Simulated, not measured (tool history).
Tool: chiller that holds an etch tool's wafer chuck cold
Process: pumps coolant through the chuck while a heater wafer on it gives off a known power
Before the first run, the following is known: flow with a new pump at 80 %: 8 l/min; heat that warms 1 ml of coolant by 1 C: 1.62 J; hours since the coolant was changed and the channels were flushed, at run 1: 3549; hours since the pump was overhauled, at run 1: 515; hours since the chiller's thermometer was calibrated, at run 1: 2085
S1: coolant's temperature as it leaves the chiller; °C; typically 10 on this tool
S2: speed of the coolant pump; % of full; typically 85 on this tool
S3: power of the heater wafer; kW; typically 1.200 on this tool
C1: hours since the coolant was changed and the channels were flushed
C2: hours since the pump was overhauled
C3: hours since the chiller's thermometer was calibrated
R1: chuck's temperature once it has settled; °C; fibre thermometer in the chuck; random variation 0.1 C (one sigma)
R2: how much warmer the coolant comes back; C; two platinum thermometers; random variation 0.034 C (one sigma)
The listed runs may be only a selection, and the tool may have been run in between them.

{"run": 1, "hour": 0.0, "S1": 10, "S2": 85, "S3": 1.2, "C1": 3549, "C2": 515, "C3": 2085, "R1": 20.3, "R2": 5.27}
{"run": 2, "hour": 21.5, "S1": 10, "S2": 85, "S3": 1.2, "C1": 3570, "C2": 537, "C3": 2107, "R1": 20.6, "R2": 5.33}
{"run": 3, "hour": 57.3, "S1": 10, "S2": 85, "S3": 0.98, "C1": 3606, "C2": 572, "C3": 2143, "R1": 18.5, "R2": 4.3}
{"hour": 62.7, "done": "chiller's thermometer calibrated"}
{"run": 4, "hour": 85.6, "S1": 10, "S2": 75, "S3": 0.98, "C1": 3633, "C2": 600, "C3": 23, "R1": 19.4, "R2": 4.83}
{"run": 5, "hour": 109.4, "S1": 10, "S2": 75, "S3": 0.98, "C1": 3657, "C2": 623, "C3": 47, "R1": 19.3, "R2": 4.88}
{"run": 6, "hour": 140.9, "S1": 10, "S2": 67, "S3": 1.2, "C1": 3689, "C2": 655, "C3": 78, "R1": 22.6, "R2": 6.59}
{"run": 7, "hour": 167.7, "S1": 10, "S2": 85, "S3": 1.2, "C1": 3715, "C2": 682, "C3": 105, "R1": 20.4, "R2": 5.32}
{"run": 8, "hour": 210.6, "S1": 10, "S2": 83, "S3": 1.2, "C1": 3758, "C2": 725, "C3": 148, "R1": 20.5, "R2": 5.48}
{"run": 9, "hour": 230.6, "S1": 10, "S2": 83, "S3": 1.2, "C1": 3778, "C2": 745, "C3": 168, "R1": 20.6, "R2": 5.46}
{"run": 10, "hour": 256.7, "S1": 10, "S2": 83, "S3": 1.2, "C1": 3804, "C2": 771, "C3": 194, "R1": 20.7, "R2": 5.47}
{"run": 11, "hour": 275.5, "S1": 15, "S2": 85, "S3": 0.851, "C1": 3823, "C2": 790, "C3": 213, "R1": 22.4, "R2": 3.75}
{"run": 12, "hour": 301.0, "S1": 10, "S2": 98, "S3": 1.446, "C1": 3849, "C2": 815, "C3": 238, "R1": 21.0, "R2": 5.61}
{"run": 13, "hour": 324.3, "S1": 10, "S2": 98, "S3": 1.446, "C1": 3872, "C2": 838, "C3": 262, "R1": 21.1, "R2": 5.63}
{"run": 14, "hour": 353.1, "S1": 10, "S2": 98, "S3": 1.446, "C1": 3901, "C2": 867, "C3": 290, "R1": 21.1, "R2": 5.6}
{"run": 15, "hour": 383.3, "S1": 10, "S2": 69, "S3": 0.773, "C1": 3931, "C2": 897, "C3": 321, "R1": 18.1, "R2": 4.2}
{"run": 16, "hour": 411.3, "S1": 2, "S2": 81, "S3": 0.773, "C1": 3959, "C2": 925, "C3": 349, "R1": 9.1, "R2": 3.67}
{"run": 17, "hour": 430.3, "S1": 2, "S2": 81, "S3": 0.773, "C1": 3978, "C2": 944, "C3": 368, "R1": 9.3, "R2": 3.57}

Predict each of these 5 candidate next runs independently; none follows another, all start after run 17:
{"run": "A", "hour": 460.5, "S1": 2, "S2": 93, "S3": 0.773, "C1": 4008, "C2": 975, "C3": 398, "R1": "?", "R2": "?"}
{"run": "B", "hour": 460.5, "S1": 11, "S2": 96, "S3": 1.384, "C1": 4008, "C2": 975, "C3": 398, "R1": "?", "R2": "?"}
{"run": "C", "hour": 460.5, "S1": 9, "S2": 69, "S3": 1.323, "C1": 4008, "C2": 975, "C3": 398, "R1": "?", "R2": "?"}
{"run": "D", "hour": 460.5, "S1": 2, "S2": 78, "S3": 1.145, "C1": 4008, "C2": 975, "C3": 398, "R1": "?", "R2": "?"}
{"run": "E", "hour": 460.5, "S1": 12, "S2": 61, "S3": 0.773, "C1": 4008, "C2": 975, "C3": 398, "R1": "?", "R2": "?"}

run=A R1=8.4 R2=3.09
run=B R1=21.9 R2=5.42
run=C R1=22.7 R2=7.23
run=D R1=12.8 R2=5.51
run=E R1=20.9 R2=4.73
Without the tool's hidden state the same runs would have given:
run=A R1=7.7 R2=3.04
run=B R1=20.9 R2=5.33
run=C R1=21.5 R2=7.12
run=D R1=11.8 R2=5.43
run=E R1=20.0 R2=4.66
